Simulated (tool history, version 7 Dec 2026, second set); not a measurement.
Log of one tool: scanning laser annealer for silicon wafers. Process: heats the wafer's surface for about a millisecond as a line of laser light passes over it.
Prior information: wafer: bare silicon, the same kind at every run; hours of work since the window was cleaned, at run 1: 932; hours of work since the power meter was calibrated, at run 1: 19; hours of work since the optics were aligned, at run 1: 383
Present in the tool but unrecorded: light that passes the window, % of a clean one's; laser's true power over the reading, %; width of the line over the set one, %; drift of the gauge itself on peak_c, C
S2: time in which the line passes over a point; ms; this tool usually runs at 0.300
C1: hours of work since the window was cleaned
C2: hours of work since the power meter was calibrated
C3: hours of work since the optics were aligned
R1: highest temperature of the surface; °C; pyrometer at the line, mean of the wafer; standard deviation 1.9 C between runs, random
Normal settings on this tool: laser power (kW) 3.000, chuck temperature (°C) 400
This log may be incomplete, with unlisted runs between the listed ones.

Run 1, hour 0.0: usual settings; C1 932; C2 19; C3 383. Result: R1 1176 °C.
Run 2, hour 11.4: usual settings; C1 938; C2 24; C3 389. Result: R1 1179 °C.
Run 3, hour 28.8: usual settings but laser power (kW) 3.216; C1 946; C2 33; C3 397. Result: R1 1235 °C.
Run 4, hour 38.9: usual settings but laser power (kW) 3.216; C1 951; C2 38; C3 402. Result: R1 1233 °C.
Run 5, hour 52.5: usual settings but S2 0.235 ms; C1 958; C2 44; C3 408. Result: R1 1073 °C.
At hour 74.3: window over the wafer cleaned.
Run 6, hour 77.2: usual settings but S2 0.235 ms; C1 1; C2 55; C3 419. Result: R1 1064 °C.
Run 7, hour 96.6: usual settings but S2 0.235 ms; C1 11; C2 65; C3 429. Result: R1 1067 °C.
Run 8, hour 118.9: usual settings but S2 0.235 ms; C1 22; C2 75; C3 440. Result: R1 1060 °C.
Run 9, hour 132.8: usual settings but S2 0.235 ms; C1 28; C2 82; C3 446. Result: R1 1067 °C.
Run 10, hour 146.4: usual settings but S2 0.235 ms; C1 35; C2 89; C3 453. Result: R1 1062 °C.
At hour 157.2: window over the wafer cleaned, once more.
Run 11, hour 160.1: usual settings but S2 0.235 ms; C1 1; C2 94; C3 459. Result: R1 1112 °C.
Run 12, hour 179.0: usual settings but laser power (kW) 3.232, S2 0.214 ms, chuck temperature (°C) 406; C1 11; C2 104; C3 468. Result: R1 1135 °C.
Run 13, hour 190.3: usual settings but laser power (kW) 3.154; C1 16; C2 109; C3 473. Result: R1 1262 °C.
Run 14, hour 208.1: usual settings but laser power (kW) 3.121, chuck temperature (°C) 435; C1 25; C2 118; C3 482. Result: R1 1285 °C.
Run 15, hour 231.5: usual settings but laser power (kW) 2.976, chuck temperature (°C) 435; C1 36; C2 129; C3 493. Result: R1 1245 °C.
Run 16, hour 251.9: usual settings but laser power (kW) 2.976, chuck temperature (°C) 435; C1 46; C2 139; C3 503. Result: R1 1245 °C.
Run 17, hour 268.3: usual settings but laser power (kW) 2.976, chuck temperature (°C) 435; C1 54; C2 147; C3 511. Result: R1 1244 °C.
Run 18, hour 284.5: usual settings but S2 0.221 ms, chuck temperature (°C) 419; C1 62; C2 155; C3 519. Result: R1 1105 °C.
Run 19, hour 298.4: usual settings but laser power (kW) 2.605, S2 0.236 ms, chuck temperature (°C) 420; C1 68; C2 161; C3 526. Result: R1 1036 °C.
Run 20, hour 321.8: usual settings but laser power (kW) 2.819, S2 0.274 ms, chuck temperature (°C) 385; C1 80; C2 173; C3 537. Result: R1 1110 °C.

Each row is a separate what-if for the run after 20, all from the same tool condition, not one after another. Results?
Run A, hour 338.3: usual settings but laser power (kW) 2.984, S2 0.211 ms, chuck temperature (°C) 416; C1 88; C2 181; C3 545. Result: R1 ?.
Run B, hour 338.3: usual settings but laser power (kW) 3.229, S2 0.274 ms, chuck temperature (°C) 390; C1 88; C2 181; C3 545. Result: R1 ?.
Run C, hour 338.3: usual settings but laser power (kW) 2.819, S2 0.327 ms, chuck temperature (°C) 362; C1 88; C2 181; C3 545. Result: R1 ?.
Run D, hour 338.3: usual settings but laser power (kW) 2.990, S2 0.274 ms, chuck temperature (°C) 396; C1 88; C2 181; C3 545. Result: R1 ?.
Run E, hour 338.3: usual settings but laser power (kW) 2.910, S2 0.262 ms, chuck temperature (°C) 369; C1 88; C2 181; C3 545. Result: R1 ?.

run    R1
  A  1076
  B  1225
  C  1162
  D  1167
  E  1102
With no hidden state in the tool, these same runs would have given:
run    R1
  A  1083
  B  1234
  C  1170
  D  1175
  E  1110

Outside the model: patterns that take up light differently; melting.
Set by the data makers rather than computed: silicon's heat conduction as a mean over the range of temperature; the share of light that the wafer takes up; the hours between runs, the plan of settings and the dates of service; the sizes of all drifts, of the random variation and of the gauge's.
